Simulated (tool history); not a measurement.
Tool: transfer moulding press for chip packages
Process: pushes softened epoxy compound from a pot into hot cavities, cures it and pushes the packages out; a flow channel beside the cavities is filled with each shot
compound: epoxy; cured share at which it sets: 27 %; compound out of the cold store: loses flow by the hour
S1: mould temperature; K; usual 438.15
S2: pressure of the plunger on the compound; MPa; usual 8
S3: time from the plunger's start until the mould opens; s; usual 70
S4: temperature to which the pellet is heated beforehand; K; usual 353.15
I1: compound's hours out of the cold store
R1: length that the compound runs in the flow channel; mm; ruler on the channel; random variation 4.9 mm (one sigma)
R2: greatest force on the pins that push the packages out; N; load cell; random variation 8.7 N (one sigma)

{"run": 1, "hour": 0.0, "S1": 438.15, "S2": 8, "S3": 70, "S4": 353.15, "I1": 20.1, "R1": 1004, "R2": 508}
{"hour": 6.5, "done": "cavities cleaned with cleaning compound and waxed"}
{"run": 2, "hour": 12.6, "S1": 438.15, "S2": 8, "S3": 70, "S4": 355.15, "I1": 27, "R1": 946, "R2": 398}
{"run": 3, "hour": 31.3, "S1": 438.15, "S2": 8, "S3": 70, "S4": 345.15, "I1": 26.8, "R1": 953, "R2": 504}
{"hour": 52.0, "done": "cavities cleaned with cleaning compound and waxed"}
{"run": 4, "hour": 53.1, "S1": 438.15, "S2": 8, "S3": 70, "S4": 345.15, "I1": 9.6, "R1": 1047, "R2": 412}
{"run": 5, "hour": 66.8, "S1": 438.15, "S2": 8, "S3": 70, "S4": 353.15, "I1": 44.3, "R1": 857, "R2": 409}
{"run": 6, "hour": 91.0, "S1": 438.15, "S2": 8, "S3": 70, "S4": 361.15, "I1": 47, "R1": 842, "R2": 470}
{"hour": 97.9, "done": "cavities cleaned with cleaning compound and waxed"}
{"run": 7, "hour": 109.9, "S1": 438.15, "S2": 8, "S3": 70, "S4": 353.15, "I1": 24.5, "R1": 951, "R2": 432}
{"run": 8, "hour": 123.7, "S1": 438.15, "S2": 8, "S3": 70, "S4": 353.15, "I1": 22.9, "R1": 964, "R2": 462}
{"hour": 136.2, "done": "plunger's sealing rings changed"}
{"hour": 144.8, "done": "cavities cleaned with cleaning compound and waxed"}
{"run": 9, "hour": 144.8, "S1": 438.15, "S2": 8, "S3": 70, "S4": 353.15, "I1": 44.5, "R1": 873, "R2": 339}
{"run": 10, "hour": 163.8, "S1": 438.15, "S2": 8, "S3": 70, "S4": 353.15, "I1": 44.6, "R1": 869, "R2": 429}
{"run": 11, "hour": 183.8, "S1": 438.15, "S2": 8, "S3": 70, "S4": 353.15, "I1": 11.9, "R1": 1052, "R2": 533}
{"hour": 190.6, "done": "cavities cleaned with cleaning compound and waxed"}
{"run": 12, "hour": 203.0, "S1": 438.15, "S2": 9.21, "S3": 70, "S4": 353.15, "I1": 9.2, "R1": 1137, "R2": 439}
{"run": 13, "hour": 214.5, "S1": 438.15, "S2": 9.21, "S3": 70, "S4": 353.15, "I1": 28.7, "R1": 1018, "R2": 457}
{"hour": 235.2, "done": "cavities cleaned with cleaning compound and waxed"}
{"run": 14, "hour": 239.1, "S1": 438.15, "S2": 7.34, "S3": 71, "S4": 350.15, "I1": 41.7, "R1": 843, "R2": 363}
{"run": 15, "hour": 254.4, "S1": 438.15, "S2": 7.34, "S3": 71, "S4": 350.15, "I1": 29.9, "R1": 895, "R2": 435}
{"hour": 257.4, "done": "mould's thermocouples calibrated"}
{"run": 16, "hour": 273.5, "S1": 438.15, "S2": 8.75, "S3": 71, "S4": 350.15, "I1": 14.1, "R1": 1088, "R2": 494}
{"hour": 283.3, "done": "cavities cleaned with cleaning compound and waxed"}
{"run": 17, "hour": 291.2, "S1": 438.15, "S2": 6.58, "S3": 70, "S4": 353.15, "I1": 25.7, "R1": 862, "R2": 399}
{"run": 18, "hour": 311.1, "S1": 438.15, "S2": 6.58, "S3": 70, "S4": 353.15, "I1": 42.2, "R1": 780, "R2": 428}
{"hour": 327.6, "done": "cavities cleaned with cleaning compound and waxed"}
{"run": 19, "hour": 337.3, "S1": 438.15, "S2": 8, "S3": 64, "S4": 353.15, "I1": 16.6, "R1": 994, "R2": 525}
{"run": 20, "hour": 357.9, "S1": 438.15, "S2": 8, "S3": 62, "S4": 357.15, "I1": 24.4, "R1": 950, "R2": 629}
{"hour": 372.0, "done": "cavities cleaned with cleaning compound and waxed"}
{"run": 21, "hour": 372.7, "S1": 438.15, "S2": 8, "S3": 62, "S4": 357.15, "I1": 11.2, "R1": 1017, "R2": 494}
{"hour": 383.3, "done": "mould's thermocouples calibrated, once more"}
{"run": 22, "hour": 398.3, "S1": 438.15, "S2": 8, "S3": 62, "S4": 357.15, "I1": 37.6, "R1": 885, "R2": 646}
{"run": 23, "hour": 414.8, "S1": 438.15, "S2": 8, "S3": 88, "S4": 346.15, "I1": 25.9, "R1": 951, "R2": 352}

Forecast each of these 4 alternatives for the next run:
{"hour": 419.5, "done": "cavities cleaned with cleaning compound and waxed"}
{"hour": 427.9, "done": "plunger's sealing rings changed"}
{"run": "A", "hour": 438.1, "S1": 438.15, "S2": 9.15, "S3": 88, "S4": 346.15, "I1": 13.4, "R1": "?", "R2": "?"}
{"hour": 419.5, "done": "cavities cleaned with cleaning compound and waxed"}
{"hour": 427.9, "done": "plunger's sealing rings changed"}
{"run": "B", "hour": 438.1, "S1": 443.15, "S2": 8, "S3": 88, "S4": 348.15, "I1": 46.2, "R1": "?", "R2": "?"}
{"hour": 419.5, "done": "cavities cleaned with cleaning compound and waxed"}
{"hour": 427.9, "done": "plunger's sealing rings changed"}
{"run": "C", "hour": 438.1, "S1": 438.15, "S2": 6.47, "S3": 70, "S4": 349.15, "I1": 21.7, "R1": "?", "R2": "?"}
{"hour": 419.5, "done": "cavities cleaned with cleaning compound and waxed"}
{"hour": 427.9, "done": "plunger's sealing rings changed"}
{"run": "D", "hour": 438.1, "S1": 438.15, "S2": 9.54, "S3": 70, "S4": 356.15, "I1": 46, "R1": "?", "R2": "?"}

run=A R1=1125 R2=304
run=B R1=850 R2=265
run=C R1=907 R2=505
run=D R1=949 R2=456
Without the tool's hidden state the same runs would have given:
run=A R1=1126 R2=248
run=B R1=851 R2=218
run=C R1=908 R2=414
run=D R1=950 R2=374

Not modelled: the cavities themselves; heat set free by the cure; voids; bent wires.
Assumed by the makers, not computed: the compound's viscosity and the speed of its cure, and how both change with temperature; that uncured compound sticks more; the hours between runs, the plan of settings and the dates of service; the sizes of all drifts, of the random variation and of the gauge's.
